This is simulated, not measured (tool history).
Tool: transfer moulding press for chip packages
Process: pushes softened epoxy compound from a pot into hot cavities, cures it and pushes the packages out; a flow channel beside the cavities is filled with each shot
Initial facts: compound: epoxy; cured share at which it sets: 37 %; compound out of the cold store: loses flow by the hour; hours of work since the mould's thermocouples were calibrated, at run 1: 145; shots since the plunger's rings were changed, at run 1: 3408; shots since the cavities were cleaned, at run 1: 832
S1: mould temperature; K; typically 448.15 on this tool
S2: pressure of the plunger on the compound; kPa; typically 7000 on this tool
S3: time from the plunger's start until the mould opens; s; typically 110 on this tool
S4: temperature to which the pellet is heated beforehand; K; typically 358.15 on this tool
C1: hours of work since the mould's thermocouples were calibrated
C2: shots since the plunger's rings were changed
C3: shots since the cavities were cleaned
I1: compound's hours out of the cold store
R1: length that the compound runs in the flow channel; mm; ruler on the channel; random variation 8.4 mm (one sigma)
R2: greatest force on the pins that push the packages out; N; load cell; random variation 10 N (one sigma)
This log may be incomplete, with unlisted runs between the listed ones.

run	hour	S1	S2	S3	S4	C1	C2	C3	I1	R1	R2
1	0	448.15	7000	110	358.15	145	3408	832	37.6	847	698
2	16.8	441.15	7000	110	358.15	154	3576	1000	35.4	877	1026
# hour 34.8: cavities cleaned with cleaning compound and waxed
3	42.2	449.15	7000	110	358.15	168	3814	74	17.1	914	495
4	68.9	443.15	7000	110	358.15	183	4082	342	19.1	917	849
5	89.2	448.15	7000	110	358.15	195	4284	544	31.3	866	644
6	115.8	448.15	7000	110	358.15	210	4550	810	46.1	780	678
7	134.4	448.15	7000	110	358.15	220	4736	996	13.6	934	740
# hour 152: cavities cleaned with cleaning compound and waxed
8	152	448.15	7380	110	358.15	230	4896	0	14.1	942	459
9	172.7	448.15	6590	110	358.15	241	5103	207	39.4	781	563
10	196.6	448.15	6590	110	358.15	255	5342	446	38.8	783	637
11	210.7	448.15	6590	110	358.15	263	5483	587	44.1	772	638
12	240	448.15	6590	110	358.15	280	5775	879	8.7	906	736
13	260.5	444.15	7000	110	358.15	291	5980	1084	35.5	817	851
# hour 269.2: cavities cleaned with cleaning compound and waxed
14	293.6	444.15	7000	110	358.15	309	6296	243	17.9	910	731
# hour 322.3: plunger's sealing rings changed
15	327.6	444.15	7000	110	358.15	327	53	558	11.1	1014	872
16	353.2	453.15	7000	110	366.15	342	308	813	13.8	959	608
17	371.8	453.15	7000	110	366.15	352	494	999	26.5	904	638
18	387	453.15	7000	110	366.15	361	646	1151	32.8	866	626
# hour 389.8: cavities cleaned with cleaning compound and waxed
19	419.5	453.15	7000	110	366.15	378	956	297	35.7	853	535
20	435	453.15	7000	110	366.15	387	1111	452	41.2	839	584
# hour 454.4: mould's thermocouples calibrated
21	454.4	453.15	7000	110	360.15	0	1285	626	9.9	958	616
22	474.1	453.15	7000	110	360.15	11	1482	823	13.3	962	619
23	487.9	453.15	5770	110	360.15	19	1619	960	43.6	744	611
# hour 511.4: cavities cleaned with cleaning compound and waxed
24	515.8	442.15	5770	110	358.15	34	1884	45	10.9	912	755
25	532.1	448.15	5450	122	352.15	43	2046	207	38.7	740	542
26	556.1	448.15	5450	122	352.15	57	2286	447	25.6	799	627
27	579	448.15	5450	139	355.15	70	2515	676	16.1	845	597
28	605.7	448.15	7000	110	358.15	85	2781	942	42.2	828	671

Here are 4 independent what-if runs from the current tool condition. What would each one return?
A	624.8	448.15	5440	99	358.15	96	2972	1133	11.2	?	?
B	624.8	454.15	7000	110	358.15	96	2972	1133	43.9	?	?
C	624.8	448.15	7000	100	358.15	96	2972	1133	43.6	?	?
D	624.8	440.15	7000	130	358.15	96	2972	1133	22.1	?	?

run	R1	R2
A	853	900
B	792	613
C	827	793
D	936	870
Had the tool no hidden state, the same runs would have come out as:
run	R1	R2
A	889	579
B	826	394
C	862	512
D	976	560
